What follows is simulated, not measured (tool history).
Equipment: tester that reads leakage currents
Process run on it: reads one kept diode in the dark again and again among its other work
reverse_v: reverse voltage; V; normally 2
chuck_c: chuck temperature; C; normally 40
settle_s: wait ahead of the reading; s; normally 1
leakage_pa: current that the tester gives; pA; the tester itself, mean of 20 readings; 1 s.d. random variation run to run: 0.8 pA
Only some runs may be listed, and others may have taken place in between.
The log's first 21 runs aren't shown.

run 22 hour=562.8 | reverse_v=8.29 chuck_c=29 settle_s=1 | leakage_pa=225.55
run 23 hour=596.5 | reverse_v=19.16 chuck_c=39 settle_s=1 | leakage_pa=709.34
run 24 hour=631.4 | reverse_v=19.16 chuck_c=39 settle_s=1 | leakage_pa=709.27
run 25 hour=660.9 | reverse_v=19.16 chuck_c=49 settle_s=1 | leakage_pa=1439.92
run 26 hour=683.1 | reverse_v=19.16 chuck_c=49 settle_s=1 | leakage_pa=1437.12
run 27 hour=718.2 | reverse_v=1.96 chuck_c=49 settle_s=1 | leakage_pa=496.06
run 28 hour=747.4 | reverse_v=1.29 chuck_c=44 settle_s=4.14 | leakage_pa=288.16
run 29 hour=763.7 | reverse_v=6.44 chuck_c=29 settle_s=1 | leakage_pa=201.07
run 30 hour=798.2 | reverse_v=2.71 chuck_c=46 settle_s=0.66 | leakage_pa=470.53
run 31 hour=827.5 | reverse_v=2.71 chuck_c=46 settle_s=0.66 | leakage_pa=469.18
run 32 hour=863.6 | reverse_v=2 chuck_c=24 settle_s=8.6 | leakage_pa=77.62
run 33 hour=886.8 | reverse_v=2 chuck_c=24 settle_s=8.6 | leakage_pa=77.66
run 34 hour=910.5 | reverse_v=2 chuck_c=45 settle_s=7.9 | leakage_pa=377.99
run 35 hour=936.1 | reverse_v=16.33 chuck_c=35 settle_s=7.9 | leakage_pa=488.2

4 options for the next run, each taken on its own from the tool as it stands now. Forecast them:
run A hour=951.3 | reverse_v=3.81 chuck_c=47 settle_s=4.19 | leakage_pa=?
run B hour=951.3 | reverse_v=2 chuck_c=40 settle_s=1.66 | leakage_pa=?
run C hour=951.3 | reverse_v=2 chuck_c=40 settle_s=4.91 | leakage_pa=?
run D hour=951.3 | reverse_v=16.33 chuck_c=23 settle_s=0.51 | leakage_pa=?

run=A leakage_pa=587.77
run=B leakage_pa=264.86
run=C leakage_pa=265.09
run=D leakage_pa=198.21
The same runs, with their run-to-run variation unchanged, on a tool lacking any hidden condition would have given:
run=A leakage_pa=588
run=B leakage_pa=264.97
run=C leakage_pa=265.2
run=D leakage_pa=198.2

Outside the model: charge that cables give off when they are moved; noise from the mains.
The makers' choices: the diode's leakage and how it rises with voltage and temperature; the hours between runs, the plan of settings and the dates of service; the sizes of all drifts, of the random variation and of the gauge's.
